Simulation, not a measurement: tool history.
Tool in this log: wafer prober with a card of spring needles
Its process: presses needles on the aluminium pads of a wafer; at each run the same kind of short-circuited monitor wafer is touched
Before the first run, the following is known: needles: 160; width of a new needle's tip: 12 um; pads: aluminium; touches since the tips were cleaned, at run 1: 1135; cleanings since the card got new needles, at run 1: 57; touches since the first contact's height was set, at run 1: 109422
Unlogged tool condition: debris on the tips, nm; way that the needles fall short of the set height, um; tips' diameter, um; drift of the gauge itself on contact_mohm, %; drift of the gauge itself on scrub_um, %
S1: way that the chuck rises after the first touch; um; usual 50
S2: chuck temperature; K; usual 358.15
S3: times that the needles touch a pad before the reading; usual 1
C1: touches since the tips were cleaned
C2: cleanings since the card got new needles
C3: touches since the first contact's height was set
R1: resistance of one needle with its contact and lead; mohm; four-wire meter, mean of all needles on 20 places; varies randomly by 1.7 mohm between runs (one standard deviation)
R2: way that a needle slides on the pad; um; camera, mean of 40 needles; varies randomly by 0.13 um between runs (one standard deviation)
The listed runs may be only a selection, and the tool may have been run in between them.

run,hour,S1,S2,S3,C1,C2,C3,R1,R2
1,0,50,358.15,1,1135,57,109422,305,8.77
# hour 2.1: tips cleaned on abrasive film
2,6.3,50,358.15,2,1274,58,111287,256,8.82
# hour 7.6: tips cleaned on abrasive film
# hour 13: tips cleaned on abrasive film
3,13,50,358.15,1,0,60,113217,191,8.55
# hour 19: tips cleaned on abrasive film
4,20.1,46,358.15,1,334,61,115315,250,8.04
# hour 24.8: tips cleaned on abrasive film
5,24.8,50,358.15,1,0,62,116687,197,8.95
# hour 30.5: tips cleaned on abrasive film
6,31,50,358.15,1,174,63,118541,214,9
# hour 36.2: tips cleaned on abrasive film
7,37.4,50,358.15,1,355,64,120401,231,8.94
# hour 42.1: tips cleaned on abrasive film
8,45.3,50,358.15,1,932,65,122734,299,8.72
# hour 47.7: tips cleaned on abrasive film
# hour 53.4: tips cleaned on abrasive film
9,53.5,50,358.15,1,40,67,125147,210,8.83
# hour 59.1: tips cleaned on abrasive film
10,61.1,50,358.15,1,579,68,127384,270,8.6
# hour 64.8: tips cleaned on abrasive film
11,65.9,50,358.15,1,319,69,128788,236,8.56
12,70,50,376.15,1,1545,69,130014,351,8.76
# hour 70.6: tips cleaned on abrasive film
# hour 70.9: height of the first contact set anew
# hour 76.4: tips cleaned on abrasive film
13,79.2,50,376.15,1,827,71,2448,304,8.54
# hour 81.9: tips cleaned on abrasive film
# hour 87.6: tips cleaned on abrasive film
14,87.6,50,340.15,1,0,73,4904,205,8.31
# hour 93.1: tips cleaned on abrasive film
15,93.1,50,340.15,1,0,74,6526,203,8.34
# hour 96.7: height of the first contact set anew, once more
# hour 99.2: tips cleaned on abrasive film
16,101.1,50,358.15,1,587,75,1309,246,9.86
# hour 104.9: tips cleaned on abrasive film
17,107.1,50,300.15,1,646,76,3060,244,9.58
# hour 110.5: tips cleaned on abrasive film
18,113,43,369.15,1,728,77,4791,291,8.31
# hour 116.4: tips cleaned on abrasive film
# hour 121.9: tips cleaned on abrasive film
19,121.9,43,369.15,1,0,79,7401,201,8.54
20,127,43,324.15,2,1534,79,8935,297,8.62
# hour 127.9: tips cleaned on abrasive film
21,131.7,47,358.15,1,1128,80,10312,308,9.2
# hour 133.4: tips cleaned on abrasive film
22,138,47,358.15,1,1384,81,12174,315,9.33
# hour 139.5: tips cleaned on abrasive film
23,144.1,32,358.15,1,1367,82,13965,517,6.17
# hour 145: tips cleaned on abrasive film
24,150,32,358.15,1,1497,83,15711,515,6.25
# hour 150.7: tips cleaned on abrasive film
25,155.7,32,299.15,2,1515,84,17395,401,6.21
# hour 156.6: tips cleaned on abrasive film
26,159.8,32,299.15,2,950,85,18572,333,6.34
# hour 162.1: tips cleaned on abrasive film
27,164.9,42,324.15,2,839,86,20080,263,8.33
# hour 167.5: tips cleaned on abrasive film
28,172.7,42,324.15,2,1555,87,22393,305,8.09
# hour 173.6: tips cleaned on abrasive film
29,178.2,40,302.15,2,1383,88,24003,321,7.6
# hour 179.1: tips cleaned on abrasive film
30,183.3,55,346.15,2,1257,89,25491,239,10.68
# hour 185: tips cleaned on abrasive film
# hour 190.7: tips cleaned on abrasive film
31,190.7,55,346.15,2,0,91,27649,185,10.56
# hour 196.2: tips cleaned on abrasive film
32,196.4,52,299.15,1,40,92,29317,188,9.93

Hidden condition of the tool, last listed run before each entry between runs versus first listed run after:
In the gap between runs 1 and 2: tips cleaned on abrasive film (hour 2.1)
  debris on the tips, nm: 25 -> 25.7; way that the needles fall short of the set height, um: 4.97 -> 5.05; tips' diameter, um: 13.74 -> 13.77
  measured less the result without the state, R1: +130 -> +83 mohm; R2: -0.97 -> -1 um
In the gap between runs 2 and 3: tips cleaned on abrasive film (hour 7.6); tips cleaned on abrasive film (hour 13)
  debris on the tips, nm: 25.7 -> 1.5; way that the needles fall short of the set height, um: 5.05 -> 5.23; tips' diameter, um: 13.77 -> 13.83
  measured less the result without the state, R1: +83 -> +18 mohm; R2: -1 -> -1.03 um
In the gap between runs 3 and 4: tips cleaned on abrasive film (hour 19)
  debris on the tips, nm: 1.5 -> 9.6; way that the needles fall short of the set height, um: 5.23 -> 5.32; tips' diameter, um: 13.83 -> 13.86
  measured less the result without the state, R1: +18 -> +69 mohm; R2: -1.03 -> -1.06 um
In the gap between runs 4 and 5: tips cleaned on abrasive film (hour 24.8)
  debris on the tips, nm: 9.6 -> 2.3; way that the needles fall short of the set height, um: 5.32 -> 5.43; tips' diameter, um: 13.86 -> 13.9
  measured less the result without the state, R1: +69 -> +22 mohm; R2: -1.06 -> -1.08 um
In the gap between runs 5 and 6: tips cleaned on abrasive film (hour 30.5)
  debris on the tips, nm: 2.3 -> 6; way that the needles fall short of the set height, um: 5.43 -> 5.53; tips' diameter, um: 13.9 -> 13.94
  measured less the result without the state, R1: +22 -> +41 mohm; R2: -1.08 -> -1.1 um
In the gap between runs 6 and 7: tips cleaned on abrasive film (hour 36.2)
  debris on the tips, nm: 6 -> 9.1; way that the needles fall short of the set height, um: 5.53 -> 5.62; tips' diameter, um: 13.94 -> 13.97
  measured less the result without the state, R1: +41 -> +57 mohm; R2: -1.1 -> -1.12 um
In the gap between runs 7 and 8: tips cleaned on abrasive film (hour 42.1)
  debris on the tips, nm: 9.1 -> 21.8; way that the needles fall short of the set height, um: 5.62 -> 5.68; tips' diameter, um: 13.97 -> 13.99
  measured less the result without the state, R1: +57 -> +123 mohm; R2: -1.12 -> -1.13 um
In the gap between runs 8 and 9: tips cleaned on abrasive film (hour 47.7); tips cleaned on abrasive film (hour 53.4)
  debris on the tips, nm: 21.8 -> 4; way that the needles fall short of the set height, um: 5.68 -> 5.84; tips' diameter, um: 13.99 -> 14.04
  measured less the result without the state, R1: +123 -> +32 mohm; R2: -1.13 -> -1.17 um
In the gap between runs 9 and 10: tips cleaned on abrasive film (hour 59.1)
  debris on the tips, nm: 4 -> 15.8; way that the needles fall short of the set height, um: 5.84 -> 5.93; tips' diameter, um: 14.04 -> 14.07
  measured less the result without the state, R1: +32 -> +95 mohm; R2: -1.17 -> -1.18 um
In the gap between runs 10 and 11: tips cleaned on abrasive film (hour 64.8)
  debris on the tips, nm: 15.8 -> 9.3; way that the needles fall short of the set height, um: 5.93 -> 6.01; tips' diameter, um: 14.07 -> 14.1
  measured less the result without the state, R1: +95 -> +60 mohm; R2: -1.18 -> -1.18 um
In the gap between runs 12 and 13: tips cleaned on abrasive film (hour 70.6); height of the first contact set anew (hour 70.9); tips cleaned on abrasive film (hour 76.4)
  debris on the tips, nm: 30.1 -> 19.8; way that the needles fall short of the set height, um: 6.01 -> 7.4; tips' diameter, um: 14.1 -> 14.17
  measured less the result without the state, R1: +169 -> +123 mohm; R2: -1.2 -> -1.48 um
In the gap between runs 13 and 14: tips cleaned on abrasive film (hour 81.9); tips cleaned on abrasive film (hour 87.6)
  debris on the tips, nm: 19.8 -> 3; way that the needles fall short of the set height, um: 7.4 -> 7.59; tips' diameter, um: 14.17 -> 14.23
  measured less the result without the state, R1: +123 -> +32 mohm; R2: -1.48 -> -1.52 um
In the gap between runs 14 and 15: tips cleaned on abrasive film (hour 93.1)
  debris on the tips, nm: 3 -> 2.8; way that the needles fall short of the set height, um: 7.59 -> 7.68; tips' diameter, um: 14.23 -> 14.27
  measured less the result without the state, R1: +32 -> +31 mohm; R2: -1.52 -> -1.52 um
In the gap between runs 15 and 16: height of the first contact set anew, once more (hour 96.7); tips cleaned on abrasive film (hour 99.2)
  debris on the tips, nm: 2.8 -> 15; way that the needles fall short of the set height, um: 7.68 -> 0.11; tips' diameter, um: 14.27 -> 14.3
  measured less the result without the state, R1: +31 -> +71 mohm; R2: -1.52 -> -0.02 um
In the gap between runs 16 and 17: tips cleaned on abrasive film (hour 104.9)
  debris on the tips, nm: 15 -> 16.4; way that the needles fall short of the set height, um: 0.11 -> 0.19; tips' diameter, um: 14.3 -> 14.33
  measured less the result without the state, R1: +71 -> +82 mohm; R2: -0.02 -> -0.04 um
In the gap between runs 17 and 18: tips cleaned on abrasive film (hour 110.5)
  debris on the tips, nm: 16.4 -> 18; way that the needles fall short of the set height, um: 0.19 -> 0.27; tips' diameter, um: 14.33 -> 14.36
  measured less the result without the state, R1: +82 -> +108 mohm; R2: -0.04 -> -0.05 um
In the gap between runs 18 and 19: tips cleaned on abrasive film (hour 116.4); tips cleaned on abrasive film (hour 121.9)
  debris on the tips, nm: 18 -> 1.7; way that the needles fall short of the set height, um: 0.27 -> 0.43; tips' diameter, um: 14.36 -> 14.42
  measured less the result without the state, R1: +108 -> +18 mohm; R2: -0.05 -> -0.09 um
In the gap between runs 20 and 21: tips cleaned on abrasive film (hour 127.9)
  debris on the tips, nm: 31.1 -> 25; way that the needles fall short of the set height, um: 0.43 -> 0.54; tips' diameter, um: 14.42 -> 14.45
  measured less the result without the state, R1: +123 -> +131 mohm; R2: -0.08 -> -0.11 um
In the gap between runs 21 and 22: tips cleaned on abrasive film (hour 133.4)
  debris on the tips, nm: 25 -> 26; way that the needles fall short of the set height, um: 0.54 -> 0.61; tips' diameter, um: 14.45 -> 14.48
  measured less the result without the state, R1: +131 -> +137 mohm; R2: -0.11 -> -0.12 um
In the gap between runs 22 and 23: tips cleaned on abrasive film (hour 139.5)
  debris on the tips, nm: 26 -> 28.8; way that the needles fall short of the set height, um: 0.61 -> 0.72; tips' diameter, um: 14.48 -> 14.52
  measured less the result without the state, R1: +137 -> +319 mohm; R2: -0.12 -> -0.14 um
In the gap between runs 23 and 24: tips cleaned on abrasive film (hour 145)
  debris on the tips, nm: 28.8 -> 28.1; way that the needles fall short of the set height, um: 0.72 -> 0.81; tips' diameter, um: 14.52 -> 14.55
  measured less the result without the state, R1: +319 -> +316 mohm; R2: -0.14 -> -0.16 um
In the gap between runs 24 and 25: tips cleaned on abrasive film (hour 150.7)
  debris on the tips, nm: 28.1 -> 29.8; way that the needles fall short of the set height, um: 0.81 -> 0.88; tips' diameter, um: 14.55 -> 14.57
  measured less the result without the state, R1: +316 -> +222 mohm; R2: -0.16 -> -0.18 um
In the gap between runs 25 and 26: tips cleaned on abrasive film (hour 156.6)
  debris on the tips, nm: 29.8 -> 20.5; way that the needles fall short of the set height, um: 0.88 -> 0.96; tips' diameter, um: 14.57 -> 14.6
  measured less the result without the state, R1: +222 -> +157 mohm; R2: -0.18 -> -0.19 um
In the gap between runs 26 and 27: tips cleaned on abrasive film (hour 162.1)
  debris on the tips, nm: 20.5 -> 18.6; way that the needles fall short of the set height, um: 0.96 -> 1.07; tips' diameter, um: 14.6 -> 14.64
  measured less the result without the state, R1: +157 -> +87 mohm; R2: -0.19 -> -0.21 um
In the gap between runs 27 and 28: tips cleaned on abrasive film (hour 167.5)
  debris on the tips, nm: 18.6 -> 29.5; way that the needles fall short of the set height, um: 1.07 -> 1.15; tips' diameter, um: 14.64 -> 14.67
  measured less the result without the state, R1: +87 -> +130 mohm; R2: -0.21 -> -0.23 um
In the gap between runs 28 and 29: tips cleaned on abrasive film (hour 173.6)
  debris on the tips, nm: 29.5 -> 29.9; way that the needles fall short of the set height, um: 1.15 -> 1.22; tips' diameter, um: 14.67 -> 14.69
  measured less the result without the state, R1: +130 -> +150 mohm; R2: -0.23 -> -0.25 um
In the gap between runs 29 and 30: tips cleaned on abrasive film (hour 179.1)
  debris on the tips, nm: 29.9 -> 27.3; way that the needles fall short of the set height, um: 1.22 -> 1.29; tips' diameter, um: 14.69 -> 14.72
  measured less the result without the state, R1: +150 -> +73 mohm; R2: -0.25 -> -0.26 um
In the gap between runs 30 and 31: tips cleaned on abrasive film (hour 185); tips cleaned on abrasive film (hour 190.7)
  debris on the tips, nm: 27.3 -> 2.3; way that the needles fall short of the set height, um: 1.29 -> 1.44; tips' diameter, um: 14.72 -> 14.77
  measured less the result without the state, R1: +73 -> +14 mohm; R2: -0.26 -> -0.29 um
In the gap between runs 31 and 32: tips cleaned on abrasive film (hour 196.2)
  debris on the tips, nm: 2.3 -> 3.1; way that the needles fall short of the set height, um: 1.44 -> 1.53; tips' diameter, um: 14.77 -> 14.8
  measured less the result without the state, R1: +14 -> +23 mohm; R2: -0.29 -> -0.3 um
